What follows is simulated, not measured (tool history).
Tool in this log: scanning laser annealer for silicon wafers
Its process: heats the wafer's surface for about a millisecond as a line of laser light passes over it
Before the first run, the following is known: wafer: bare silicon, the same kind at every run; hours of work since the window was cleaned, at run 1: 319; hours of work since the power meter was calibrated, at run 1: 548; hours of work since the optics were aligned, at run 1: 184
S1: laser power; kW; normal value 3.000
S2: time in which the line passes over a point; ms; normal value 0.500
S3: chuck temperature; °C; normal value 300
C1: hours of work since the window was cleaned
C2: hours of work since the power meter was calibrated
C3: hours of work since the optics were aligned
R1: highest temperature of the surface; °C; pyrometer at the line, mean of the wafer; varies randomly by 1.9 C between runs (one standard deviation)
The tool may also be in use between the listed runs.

{"run": 1, "day": 0.0, "S1": 3.0, "S2": 0.5, "S3": 300, "C1": 319, "C2": 548, "C3": 184, "R1": 1130}
{"run": 2, "day": 1.767, "S1": 3.0, "S2": 0.5, "S3": 309, "C1": 349, "C2": 578, "C3": 214, "R1": 1134}
{"run": 3, "day": 3.017, "S1": 3.0, "S2": 0.5, "S3": 309, "C1": 370, "C2": 600, "C3": 236, "R1": 1135}
{"day": 4.167, "done": "window over the wafer cleaned"}
{"run": 4, "day": 5.771, "S1": 3.0, "S2": 0.5, "S3": 309, "C1": 27, "C2": 645, "C3": 281, "R1": 1143}
{"run": 5, "day": 8.075, "S1": 3.0, "S2": 0.5, "S3": 309, "C1": 67, "C2": 684, "C3": 320, "R1": 1134}
{"run": 6, "day": 9.633, "S1": 3.182, "S2": 0.543, "S3": 305, "C1": 93, "C2": 711, "C3": 347, "R1": 1220}
{"run": 7, "day": 11.062, "S1": 3.0, "S2": 0.5, "S3": 327, "C1": 117, "C2": 735, "C3": 371, "R1": 1156}
{"run": 8, "day": 12.562, "S1": 3.0, "S2": 0.503, "S3": 295, "C1": 143, "C2": 761, "C3": 397, "R1": 1123}
{"run": 9, "day": 14.588, "S1": 2.686, "S2": 0.5, "S3": 295, "C1": 177, "C2": 795, "C3": 431, "R1": 1036}
{"run": 10, "day": 15.692, "S1": 2.686, "S2": 0.5, "S3": 295, "C1": 196, "C2": 814, "C3": 450, "R1": 1034}

Alternative continuations, all from the tool just after run 10; predict every row:
{"run": "A", "day": 16.808, "S1": 2.839, "S2": 0.5, "S3": 339, "C1": 215, "C2": 833, "C3": 469, "R1": "?"}
{"run": "B", "day": 16.808, "S1": 2.889, "S2": 0.436, "S3": 315, "C1": 215, "C2": 833, "C3": 469, "R1": "?"}
{"run": "C", "day": 16.808, "S1": 2.691, "S2": 0.558, "S3": 328, "C1": 215, "C2": 833, "C3": 469, "R1": "?"}

run=A R1=1125
run=B R1=1064
run=C R1=1114
Stripped of hidden state, with their random variation kept, the same runs would have yielded:
run=A R1=1126
run=B R1=1065
run=C R1=1115
